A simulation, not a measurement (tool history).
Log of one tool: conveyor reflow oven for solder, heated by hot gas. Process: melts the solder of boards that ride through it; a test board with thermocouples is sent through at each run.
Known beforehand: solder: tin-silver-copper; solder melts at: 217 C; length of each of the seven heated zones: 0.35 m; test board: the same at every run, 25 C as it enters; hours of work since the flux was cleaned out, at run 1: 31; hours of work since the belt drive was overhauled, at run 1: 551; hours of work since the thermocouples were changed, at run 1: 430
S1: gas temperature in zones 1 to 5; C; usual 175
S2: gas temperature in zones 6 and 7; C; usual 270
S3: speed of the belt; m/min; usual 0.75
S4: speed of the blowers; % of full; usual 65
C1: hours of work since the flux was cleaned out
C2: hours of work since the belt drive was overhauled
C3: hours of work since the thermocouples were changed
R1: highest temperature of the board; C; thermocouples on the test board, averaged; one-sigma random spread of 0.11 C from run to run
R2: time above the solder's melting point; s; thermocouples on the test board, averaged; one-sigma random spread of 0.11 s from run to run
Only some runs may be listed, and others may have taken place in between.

run	hour	S1	S2	S3	S4	C1	C2	C3	R1	R2
1	0	175	270	0.75	65	31	551	430	249.6	39.6
2	34.8	175	270	0.75	65	46	567	445	249.4	39.4
3	60	175	270	0.75	65	58	578	457	249.4	39.7
4	95.1	175	277	0.75	65	73	594	472	255.2	42.7
5	144.3	175	270	0.75	65	95	615	494	249.6	39.6
6	167.6	175	270	0.75	65	105	626	504	249.4	39.5
7	204.5	175	270	0.673	65	122	642	521	253.1	47
8	234.4	188	270	0.75	84	135	655	534	257.2	48.2
9	281.3	164	268	0.847	84	156	676	555	247.6	32.3
10	312	165	270	0.774	65	169	690	568	246	33.8
# hour 324.6: flux residue cleaned out of gas plates and filters
11	345.4	165	270	0.774	65	9	702	581	246	33.6
12	400	165	270	0.774	65	33	726	605	246	33.7
13	428.7	165	270	0.774	65	46	739	618	246	33.8

4 options for the next run, each taken on its own from the tool as it stands now. Forecast them:
# hour 474.3: thermocouples of zones 6 and 7 changed
A	482.2	186	270	0.75	65	69	762	4	?	?
# hour 474.3: thermocouples of zones 6 and 7 changed
B	482.2	175	270	0.853	65	69	762	4	?	?
# hour 474.3: thermocouples of zones 6 and 7 changed
C	482.2	165	270	0.63	66	69	762	4	?	?
# hour 474.3: thermocouples of zones 6 and 7 changed
D	482.2	175	281	0.862	87	69	762	4	?	?

run	R1	R2
A	251.8	44.4
B	244.5	31.2
C	254	48.5
D	260.7	39.7
Stripped of hidden state, with their random variation kept, the same runs would have yielded:
run	R1	R2
A	251.8	44.3
B	244.5	31.2
C	254	48.5
D	260.7	39.6
